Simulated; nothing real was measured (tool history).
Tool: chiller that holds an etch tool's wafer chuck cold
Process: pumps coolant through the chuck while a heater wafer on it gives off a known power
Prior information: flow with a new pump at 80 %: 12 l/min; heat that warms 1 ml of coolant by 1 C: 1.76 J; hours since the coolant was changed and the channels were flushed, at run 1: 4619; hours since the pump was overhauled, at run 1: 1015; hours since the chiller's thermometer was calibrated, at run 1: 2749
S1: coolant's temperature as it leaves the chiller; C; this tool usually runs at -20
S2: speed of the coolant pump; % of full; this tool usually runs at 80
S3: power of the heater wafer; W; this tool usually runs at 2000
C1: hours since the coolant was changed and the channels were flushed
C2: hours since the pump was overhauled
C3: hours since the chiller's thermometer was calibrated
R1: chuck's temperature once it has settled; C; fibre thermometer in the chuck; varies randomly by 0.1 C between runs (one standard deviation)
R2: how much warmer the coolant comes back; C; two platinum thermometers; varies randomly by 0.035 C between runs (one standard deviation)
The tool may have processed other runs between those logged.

run 1 day=0.000 | S1=-20 S2=80 S3=2000 | C1=4619 C2=1015 C3=2749 | R1=0.9 R2=5.69
run 2 day=1.292 | S1=-20 S2=80 S3=2000 | C1=4650 C2=1046 C3=2780 | R1=1.1 R2=5.73
run 3 day=1.988 | S1=-20 S2=80 S3=2000 | C1=4667 C2=1063 C3=2797 | R1=1.2 R2=5.76
run 4 day=2.975 | S1=-20 S2=80 S3=1072 | C1=4691 C2=1087 C3=2820 | R1=-8.7 R2=3.06
run 5 day=4.312 | S1=-20 S2=80 S3=1072 | C1=4723 C2=1119 C3=2852 | R1=-8.6 R2=3.14
run 6 day=5.325 | S1=-20 S2=80 S3=1072 | C1=4747 C2=1143 C3=2877 | R1=-8.4 R2=3.13
run 7 day=6.104 | S1=-20 S2=80 S3=1311 | C1=4766 C2=1162 C3=2895 | R1=-5.7 R2=3.76
run 8 day=7.221 | S1=-20 S2=80 S3=1311 | C1=4792 C2=1189 C3=2922 | R1=-6.2 R2=3.77
run 9 day=8.458 | S1=-20 S2=80 S3=2000 | C1=4822 C2=1218 C3=2952 | R1=1.2 R2=5.76
run 10 day=9.062 | S1=-20 S2=80 S3=2000 | C1=4837 C2=1233 C3=2966 | R1=1.2 R2=5.72
run 11 day=9.783 | S1=-20 S2=80 S3=2000 | C1=4854 C2=1250 C3=2984 | R1=1.1 R2=5.80
run 12 day=10.625 | S1=-20 S2=80 S3=2000 | C1=4874 C2=1270 C3=3004 | R1=1.2 R2=5.80
run 13 day=11.671 | S1=-20 S2=80 S3=1759 | C1=4899 C2=1295 C3=3029 | R1=-1.1 R2=5.05
run 14 day=12.792 | S1=-20 S2=80 S3=1759 | C1=4926 C2=1322 C3=3056 | R1=-1.0 R2=5.08
run 15 day=13.833 | S1=-20 S2=80 S3=2000 | C1=4951 C2=1347 C3=3081 | R1=1.3 R2=5.85
run 16 day=15.129 | S1=-19 S2=80 S3=2000 | C1=4982 C2=1378 C3=3112 | R1=2.3 R2=5.82
run 17 day=16.229 | S1=-24 S2=93 S3=2494 | C1=5009 C2=1405 C3=3138 | R1=0.3 R2=6.11
run 18 day=17.150 | S1=-24 S2=66 S3=1686 | C1=5031 C2=1427 C3=3161 | R1=-3.6 R2=6.10
run 19 day=18.417 | S1=-17 S2=80 S3=1052 | C1=5061 C2=1457 C3=3191 | R1=-5.6 R2=3.04
run 20 day=19.512 | S1=-16 S2=68 S3=1035 | C1=5088 C2=1484 C3=3217 | R1=-3.6 R2=3.58
run 21 day=20.679 | S1=-16 S2=68 S3=1035 | C1=5115 C2=1511 C3=3245 | R1=-3.7 R2=3.64
run 22 day=21.471 | S1=-27 S2=87 S3=2850 | C1=5135 C2=1531 C3=3264 | R1=1.8 R2=7.51
run 23 day=22.604 | S1=-27 S2=70 S3=1804 | C1=5162 C2=1558 C3=3291 | R1=-5.9 R2=6.02
run 24 day=24.058 | S1=-27 S2=70 S3=1804 | C1=5197 C2=1593 C3=3326 | R1=-5.9 R2=6.08
run 25 day=25.008 | S1=-28 S2=78 S3=2237 | C1=5219 C2=1615 C3=3349 | R1=-3.6 R2=6.70
run 26 day=26.138 | S1=-29 S2=80 S3=2261 | C1=5247 C2=1643 C3=3376 | R1=-4.8 R2=6.54
run 27 day=26.950 | S1=-22 S2=80 S3=1205 | C1=5266 C2=1662 C3=3396 | R1=-8.8 R2=3.47
run 28 day=27.854 | S1=-23 S2=71 S3=1088 | C1=5288 C2=1684 C3=3417 | R1=-10.2 R2=3.61
run 29 day=29.221 | S1=-20 S2=93 S3=2000 | C1=5320 C2=1717 C3=3450 | R1=-0.3 R2=4.88
run 30 day=30.425 | S1=-20 S2=93 S3=2000 | C1=5349 C2=1745 C3=3479 | R1=-0.4 R2=4.93
run 31 day=31.358 | S1=-20 S2=93 S3=2000 | C1=5372 C2=1768 C3=3502 | R1=-0.2 R2=4.91
run 32 day=32.771 | S1=-16 S2=62 S3=2453 | C1=5406 C2=1802 C3=3535 | R1=15.0 R2=9.45

Here are 3 independent what-if runs from the current tool condition. What would each one return?
run A day=33.425 | S1=-17 S2=65 S3=1119 | C1=5421 C2=1817 C3=3551 | R1=? R2=?
run B day=33.425 | S1=-23 S2=85 S3=2828 | C1=5421 C2=1817 C3=3551 | R1=? R2=?
run C day=33.425 | S1=-22 S2=80 S3=1046 | C1=5421 C2=1817 C3=3551 | R1=? R2=?

run=A R1=-3.0 R2=4.09
run=B R1=6.4 R2=7.69
run=C R1=-10.7 R2=2.99
Had the tool no hidden state, the same runs would have come out as:
run=A R1=-4.7 R2=3.98
run=B R1=2.9 R2=7.49
run=C R1=-12.2 R2=2.92
